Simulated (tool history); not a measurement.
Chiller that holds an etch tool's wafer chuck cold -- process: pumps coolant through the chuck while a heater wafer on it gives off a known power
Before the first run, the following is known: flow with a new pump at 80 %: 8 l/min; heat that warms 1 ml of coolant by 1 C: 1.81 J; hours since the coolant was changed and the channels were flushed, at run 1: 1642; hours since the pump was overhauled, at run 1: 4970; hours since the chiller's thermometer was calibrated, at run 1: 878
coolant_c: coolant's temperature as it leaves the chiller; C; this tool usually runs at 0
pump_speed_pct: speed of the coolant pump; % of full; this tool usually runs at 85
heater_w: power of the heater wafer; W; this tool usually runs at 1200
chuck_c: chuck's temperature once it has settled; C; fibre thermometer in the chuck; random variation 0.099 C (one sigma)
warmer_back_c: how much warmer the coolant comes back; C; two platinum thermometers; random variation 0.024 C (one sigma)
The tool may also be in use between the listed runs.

| run | hour | coolant_c | pump_speed_pct | heater_w | hours since the coolant was changed and the channels were flushed | hours since the pump was overhauled | hours since the chiller's thermometer was calibrated | chuck_c | warmer_back_c |
|---|---|---|---|---|---|---|---|---|---|
| 1 | 0.0 | 0 | 85 | 1200 | 1642 | 4970 | 878 | 11.98 | 4.71 |
| 2 | 107.7 | 0 | 85 | 1200 | 1749 | 5078 | 986 | 11.94 | 4.67 |
| 3 | 188.2 | 0 | 85 | 1200 | 1830 | 5158 | 1067 | 12.03 | 4.68 |
| 4 | 319.3 | 0 | 85 | 1200 | 1961 | 5289 | 1198 | 11.85 | 4.71 |
| 5 | 436.6 | 0 | 85 | 1200 | 2078 | 5407 | 1315 | 11.91 | 4.62 |
| 6 | 546.5 | 0 | 85 | 1200 | 2188 | 5517 | 1425 | 11.67 | 4.65 |
| 7 | 652.1 | 0 | 85 | 1200 | 2294 | 5622 | 1530 | 11.75 | 4.60 |
| 8 | 712.2 | 0 | 85 | 965 | 2354 | 5682 | 1590 | 9.45 | 3.71 |
| 9 | 780.1 | 0 | 98 | 1200 | 2422 | 5750 | 1658 | 11.06 | 4.04 |
| 10 | 866.7 | 0 | 85 | 1200 | 2508 | 5837 | 1745 | 11.85 | 4.59 |
| 11 | 991.7 | 0 | 85 | 1200 | 2633 | 5962 | 1870 | 12.03 | 4.64 |
| 12 | 1106.6 | 0 | 85 | 1591 | 2748 | 6077 | 1985 | 15.80 | 6.11 |
| 13 | 1242.0 | 0 | 85 | 1591 | 2884 | 6212 | 2120 | 15.82 | 6.13 |
| 14 | 1341.7 | 0 | 85 | 1471 | 2983 | 6312 | 2220 | 14.71 | 5.64 |
| 15 | 1405.6 | 0 | 85 | 1200 | 3047 | 6376 | 2284 | 11.90 | 4.51 |
| 16 | 1487.0 | 0 | 85 | 763 | 3129 | 6457 | 2365 | 7.64 | 2.84 |
| 17 | 1595.3 | 0 | 85 | 763 | 3237 | 6565 | 2474 | 7.50 | 2.85 |
| 18 | 1710.1 | 6 | 85 | 1760 | 3352 | 6680 | 2588 | 23.40 | 6.79 |
| 19 | 1799.7 | 6 | 85 | 1760 | 3441 | 6770 | 2678 | 23.45 | 6.70 |
| 20 | 1890.0 | -5 | 72 | 1586 | 3532 | 6860 | 2768 | 12.01 | 7.07 |
| 21 | 2009.7 | 0 | 69 | 1200 | 3651 | 6980 | 2888 | 13.35 | 5.55 |
| 22 | 2143.0 | 0 | 69 | 1200 | 3785 | 7113 | 3021 | 13.38 | 5.52 |
| 23 | 2255.8 | 0 | 77 | 645 | 3898 | 7226 | 3134 | 6.81 | 2.51 |
| 24 | 2358.7 | -6 | 89 | 1242 | 4000 | 7329 | 3237 | 6.01 | 4.42 |
| 25 | 2414.5 | 5 | 65 | 1200 | 4056 | 7385 | 3293 | 18.67 | 5.83 |
| 26 | 2494.3 | 7 | 85 | 1064 | 4136 | 7464 | 3373 | 17.54 | 3.97 |
| 27 | 2598.6 | 6 | 62 | 740 | 4240 | 7569 | 3477 | 14.68 | 3.68 |
| 28 | 2682.4 | 6 | 67 | 740 | 4324 | 7653 | 3561 | 14.46 | 3.40 |
| 29 | 2799.6 | 6 | 67 | 740 | 4441 | 7770 | 3678 | 14.23 | 3.39 |
|  | 2906.0 | coolant pump overhauled |
| 30 | 2923.4 | 6 | 67 | 740 | 4560 | 17 | 3797 | 14.39 | 3.34 |
| 31 | 3043.2 | -8 | 81 | 724 | 4680 | 137 | 3917 | -0.57 | 2.66 |
| 32 | 3171.9 | 0 | 93 | 609 | 4809 | 266 | 4045 | 5.79 | 1.91 |

Predict each of these 3 candidate next runs independently; none follows another, all start after run 32:
| A | 3280.0 | 8 | 93 | 1520 | 4917 | 374 | 4153 | ? | ? |
| B | 3280.0 | -3 | 93 | 609 | 4917 | 374 | 4153 | ? | ? |
| C | 3280.0 | 5 | 89 | 919 | 4917 | 374 | 4153 | ? | ? |

| run | chuck_c | warmer_back_c |
|---|---|---|
| A | 22.47 | 5.15 |
| B | 2.67 | 1.92 |
| C | 13.95 | 3.15 |
Had the tool no hidden state, the same runs would have come out as:
| run | chuck_c | warmer_back_c |
|---|---|---|
| A | 22.46 | 5.45 |
| B | 2.67 | 2.22 |
| C | 13.95 | 3.45 |
